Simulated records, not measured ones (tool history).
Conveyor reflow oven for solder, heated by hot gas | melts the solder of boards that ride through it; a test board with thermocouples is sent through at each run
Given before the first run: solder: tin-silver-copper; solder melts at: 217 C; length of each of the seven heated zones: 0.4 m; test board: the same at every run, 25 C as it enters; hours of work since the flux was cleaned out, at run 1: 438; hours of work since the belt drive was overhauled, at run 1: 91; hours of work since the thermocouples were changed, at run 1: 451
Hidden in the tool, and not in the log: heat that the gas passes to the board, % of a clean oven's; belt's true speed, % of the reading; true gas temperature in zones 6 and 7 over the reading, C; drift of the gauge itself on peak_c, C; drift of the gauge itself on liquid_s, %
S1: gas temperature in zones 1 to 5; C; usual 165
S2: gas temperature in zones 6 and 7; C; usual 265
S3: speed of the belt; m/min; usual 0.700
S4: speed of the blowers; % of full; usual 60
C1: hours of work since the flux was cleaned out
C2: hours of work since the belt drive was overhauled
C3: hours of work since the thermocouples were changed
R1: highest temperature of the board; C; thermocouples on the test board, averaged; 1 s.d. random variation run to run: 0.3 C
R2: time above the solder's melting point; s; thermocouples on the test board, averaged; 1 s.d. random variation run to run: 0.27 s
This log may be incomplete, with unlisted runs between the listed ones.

run 1 hour=0.0 | S1=165 S2=265 S3=0.700 S4=60 | C1=438 C2=91 C3=451 | R1=243.9 R2=41.7
run 2 hour=17.5 | S1=165 S2=265 S3=0.700 S4=75 | C1=452 C2=105 C3=464 | R1=248.6 R2=47.2
run 3 hour=27.5 | S1=165 S2=265 S3=0.700 S4=75 | C1=459 C2=112 C3=472 | R1=249.1 R2=46.4
-- hour=41.0 flux residue cleaned out of gas plates and filters
run 4 hour=45.2 | S1=165 S2=265 S3=0.700 S4=75 | C1=3 C2=122 C3=482 | R1=248.5 R2=46.6
run 5 hour=56.7 | S1=165 S2=265 S3=0.700 S4=75 | C1=12 C2=131 C3=491 | R1=248.3 R2=46.3
run 6 hour=72.6 | S1=165 S2=265 S3=0.595 S4=75 | C1=25 C2=143 C3=503 | R1=252.8 R2=60.0
run 7 hour=88.9 | S1=165 S2=265 S3=0.700 S4=89 | C1=37 C2=156 C3=516 | R1=252.3 R2=49.7
-- hour=97.9 flux residue cleaned out of gas plates and filters, once more
run 8 hour=101.7 | S1=165 S2=265 S3=0.787 S4=60 | C1=3 C2=162 C3=522 | R1=240.8 R2=33.5
run 9 hour=119.3 | S1=165 S2=265 S3=0.787 S4=60 | C1=17 C2=176 C3=536 | R1=241.2 R2=33.8
run 10 hour=128.0 | S1=176 S2=265 S3=0.700 S4=60 | C1=23 C2=183 C3=543 | R1=247.2 R2=48.1
run 11 hour=136.7 | S1=165 S2=265 S3=0.700 S4=60 | C1=30 C2=189 C3=549 | R1=245.5 R2=43.1
run 12 hour=153.3 | S1=165 S2=265 S3=0.700 S4=60 | C1=43 C2=202 C3=562 | R1=245.8 R2=42.7
run 13 hour=166.9 | S1=165 S2=265 S3=0.700 S4=60 | C1=54 C2=213 C3=573 | R1=245.8 R2=43.0
run 14 hour=179.5 | S1=165 S2=265 S3=0.700 S4=60 | C1=63 C2=223 C3=583 | R1=244.6 R2=43.0
run 15 hour=193.0 | S1=179 S2=265 S3=0.700 S4=60 | C1=74 C2=233 C3=593 | R1=247.8 R2=49.4
run 16 hour=203.8 | S1=173 S2=265 S3=0.760 S4=60 | C1=82 C2=242 C3=602 | R1=244.0 R2=39.8
run 17 hour=217.2 | S1=173 S2=265 S3=0.760 S4=60 | C1=93 C2=252 C3=612 | R1=244.1 R2=40.0
run 18 hour=234.4 | S1=173 S2=265 S3=0.760 S4=60 | C1=106 C2=265 C3=625 | R1=243.6 R2=39.9
run 19 hour=245.0 | S1=171 S2=261 S3=0.604 S4=53 | C1=114 C2=274 C3=634 | R1=244.6 R2=52.2
run 20 hour=260.4 | S1=165 S2=261 S3=0.700 S4=60 | C1=126 C2=286 C3=646 | R1=240.9 R2=39.7
run 21 hour=270.6 | S1=165 S2=265 S3=0.642 S4=60 | C1=134 C2=294 C3=653 | R1=247.2 R2=50.0
run 22 hour=278.2 | S1=165 S2=265 S3=0.642 S4=60 | C1=140 C2=299 C3=659 | R1=247.8 R2=49.4
run 23 hour=295.1 | S1=176 S2=260 S3=0.637 S4=63 | C1=153 C2=313 C3=673 | R1=246.1 R2=53.8
run 24 hour=307.3 | S1=150 S2=271 S3=0.700 S4=82 | C1=163 C2=322 C3=682 | R1=254.9 R2=47.4
run 25 hour=323.4 | S1=155 S2=279 S3=0.717 S4=68 | C1=175 C2=335 C3=695 | R1=257.3 R2=48.1
run 26 hour=330.9 | S1=155 S2=279 S3=0.622 S4=68 | C1=181 C2=340 C3=700 | R1=261.9 R2=59.3

Selected run-to-run steps in R1, each split into two signed amounts: the part the tool would show with no hidden state at all (from settings, incoming material and random variation), and the remainder, which goes to the hidden state together with any gauge scatter not common to the measured and the hidden-state-free results:
Run 6 -> 7: S3 0.595 -> 0.700, S4 75 -> 89. R1 -0.5 C: hidden state -0.5, all else +0.0.
Run 7 -> 8: S3 0.700 -> 0.787, S4 89 -> 60, flux residue cleaned out of gas plates and filters, once more. R1 -11.5 C: hidden state +2.0, all else -13.5.
Run 23 -> 24: S1 176 -> 150, S2 260 -> 271, S3 0.637 -> 0.700, S4 63 -> 82. R1 +8.8 C: hidden state -0.4, all else +9.2.
